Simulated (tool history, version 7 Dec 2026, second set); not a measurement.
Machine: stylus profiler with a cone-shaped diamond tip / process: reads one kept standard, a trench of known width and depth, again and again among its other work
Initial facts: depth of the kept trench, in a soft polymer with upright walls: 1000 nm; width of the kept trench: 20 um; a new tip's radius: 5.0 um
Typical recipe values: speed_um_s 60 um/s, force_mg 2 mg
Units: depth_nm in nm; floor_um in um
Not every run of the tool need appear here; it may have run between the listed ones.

{"run": 1, "hour": 0.0, "speed_um_s": 60, "force_mg": 2, "depth_nm": 1005.55, "floor_um": 13.59}
{"run": 2, "hour": 12.6, "speed_um_s": 60, "force_mg": 2, "depth_nm": 1005.78, "floor_um": 13.59}
{"run": 3, "hour": 30.8, "speed_um_s": 60, "force_mg": 2.2, "depth_nm": 1006.16, "floor_um": 13.59}
{"run": 4, "hour": 53.1, "speed_um_s": 59, "force_mg": 2.2, "depth_nm": 1005.73, "floor_um": 13.57}
{"run": 5, "hour": 75.4, "speed_um_s": 59, "force_mg": 2.2, "depth_nm": 1005.69, "floor_um": 13.66}
{"run": 6, "hour": 92.0, "speed_um_s": 59, "force_mg": 2.2, "depth_nm": 1005.84, "floor_um": 13.58}
{"run": 7, "hour": 105.2, "speed_um_s": 142, "force_mg": 2, "depth_nm": 1005.01, "floor_um": 13.07}
{"run": 8, "hour": 128.6, "speed_um_s": 60, "force_mg": 2, "depth_nm": 1005.56, "floor_um": 13.64}
{"run": 9, "hour": 151.1, "speed_um_s": 60, "force_mg": 2, "depth_nm": 1005.71, "floor_um": 13.56}
{"run": 10, "hour": 161.2, "speed_um_s": 60, "force_mg": 2, "depth_nm": 1005.73, "floor_um": 13.57}
{"run": 11, "hour": 177.0, "speed_um_s": 60, "force_mg": 2, "depth_nm": 1005.04, "floor_um": 13.59}
{"run": 12, "hour": 198.9, "speed_um_s": 60, "force_mg": 0.88, "depth_nm": 1003.19, "floor_um": 13.35}
{"run": 13, "hour": 217.9, "speed_um_s": 60, "force_mg": 0.88, "depth_nm": 1003.43, "floor_um": 13.4}
{"run": 14, "hour": 239.7, "speed_um_s": 60, "force_mg": 0.88, "depth_nm": 1003.15, "floor_um": 13.45}
{"run": 15, "hour": 261.2, "speed_um_s": 60, "force_mg": 2, "depth_nm": 1005.24, "floor_um": 13.59}
{"run": 16, "hour": 277.4, "speed_um_s": 108, "force_mg": 2.04, "depth_nm": 1005.84, "floor_um": 13.27}
{"run": 17, "hour": 289.3, "speed_um_s": 54, "force_mg": 2.86, "depth_nm": 1006.76, "floor_um": 13.6}
{"run": 18, "hour": 304.3, "speed_um_s": 54, "force_mg": 2.86, "depth_nm": 1007.3, "floor_um": 13.7}
{"run": 19, "hour": 315.2, "speed_um_s": 55, "force_mg": 1.35, "depth_nm": 1004.25, "floor_um": 13.57}
{"run": 20, "hour": 336.8, "speed_um_s": 27, "force_mg": 4.06, "depth_nm": 1009.24, "floor_um": 13.85}
{"run": 21, "hour": 356.1, "speed_um_s": 27, "force_mg": 4.06, "depth_nm": 1008.5, "floor_um": 13.88}
{"run": 22, "hour": 367.8, "speed_um_s": 27, "force_mg": 4.06, "depth_nm": 1009.03, "floor_um": 13.78}
{"run": 23, "hour": 389.7, "speed_um_s": 27, "force_mg": 1.48, "depth_nm": 1004.49, "floor_um": 13.74}
{"run": 24, "hour": 412.1, "speed_um_s": 149, "force_mg": 3.5, "depth_nm": 1008.42, "floor_um": 13.22}
{"run": 25, "hour": 425.6, "speed_um_s": 167, "force_mg": 1.01, "depth_nm": 1003.46, "floor_um": 12.41}
{"run": 26, "hour": 440.6, "speed_um_s": 53, "force_mg": 1.55, "depth_nm": 1004.65, "floor_um": 13.58}
{"run": 27, "hour": 459.8, "speed_um_s": 16, "force_mg": 0.87, "depth_nm": 1002.89, "floor_um": 13.8}
{"run": 28, "hour": 477.1, "speed_um_s": 16, "force_mg": 0.87, "depth_nm": 1002.68, "floor_um": 13.79}
{"run": 29, "hour": 494.3, "speed_um_s": 25, "force_mg": 5.82, "depth_nm": 1011.01, "floor_um": 13.94}
{"run": 30, "hour": 510.9, "speed_um_s": 25, "force_mg": 5.82, "depth_nm": 1011.28, "floor_um": 13.89}

Here are 3 independent what-if runs from the current tool condition. What would each one return?
{"run": "A", "hour": 530.4, "speed_um_s": 25, "force_mg": 2.93, "depth_nm": "?", "floor_um": "?"}
{"run": "B", "hour": 530.4, "speed_um_s": 128, "force_mg": 5.82, "depth_nm": "?", "floor_um": "?"}
{"run": "C", "hour": 530.4, "speed_um_s": 60, "force_mg": 4.63, "depth_nm": "?", "floor_um": "?"}

run=A depth_nm=1006.95 floor_um=13.87
run=B depth_nm=1011.01 floor_um=13.48
run=C depth_nm=1009.95 floor_um=13.73
Stripped of hidden state, with their random variation kept, the same runs would have yielded:
run=A depth_nm=1006.96 floor_um=13.87
run=B depth_nm=1011.02 floor_um=13.48
run=C depth_nm=1009.97 floor_um=13.73
